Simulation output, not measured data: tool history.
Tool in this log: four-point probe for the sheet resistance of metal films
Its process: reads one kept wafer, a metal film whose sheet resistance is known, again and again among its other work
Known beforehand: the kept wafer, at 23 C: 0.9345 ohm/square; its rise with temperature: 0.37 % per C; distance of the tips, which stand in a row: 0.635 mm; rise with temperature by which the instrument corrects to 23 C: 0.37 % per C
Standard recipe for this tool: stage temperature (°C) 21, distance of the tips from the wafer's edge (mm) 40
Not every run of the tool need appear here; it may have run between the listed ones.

run,hour,stage temperature (°C),distance of the tips from the wafer's edge (mm),sheet resistance as the instrument gives it (ohm/square)
1,0,21,40,0.931993
2,75.3,21,40,0.932188
3,126.4,21,40,0.931934
4,205.8,21,40,0.93246
5,243.1,21,40,0.932237
6,325,21,40,0.932011
7,408,19,40,0.932652
# hour 472.5: new probe head fitted
8,497.1,21,50,0.932506
9,574.3,21,50,0.932628
10,633.6,21,40,0.932452
11,703,21,40,0.933038
12,787.4,21,40,0.932967
13,858.7,21,40,0.932968
14,939.7,21,40,0.933254
15,1007,21,40,0.933232
16,1049.1,21,40,0.933489
17,1109.5,21,40,0.933742
18,1162.8,21,40,0.933533
19,1215.1,21,40,0.933524
20,1276.3,21,40,0.933729
21,1322.8,21,40,0.933641
22,1390.7,21,40,0.934075
23,1436.1,21,40,0.934107
24,1511.6,18,49,0.93418
25,1565.4,21,3,0.956075
26,1604.6,21,46,0.934279
27,1651.7,21,46,0.93445
28,1703.7,21,46,0.934742
# hour 1734.9: stage's thermometer calibrated
29,1746.2,29,13,0.938105
30,1787.6,19,16,0.938459
31,1834.3,29,10,0.938903

Predict the results of run 32:
32,1874.7,23,6,?

{"run 32": {"sheet resistance as the instrument gives it (ohm/square)": 0.943018}}
With the hidden condition absent and the run-to-run variation left alone, this run would have shown sheet resistance as the instrument gives it (ohm/square) 0.940069.

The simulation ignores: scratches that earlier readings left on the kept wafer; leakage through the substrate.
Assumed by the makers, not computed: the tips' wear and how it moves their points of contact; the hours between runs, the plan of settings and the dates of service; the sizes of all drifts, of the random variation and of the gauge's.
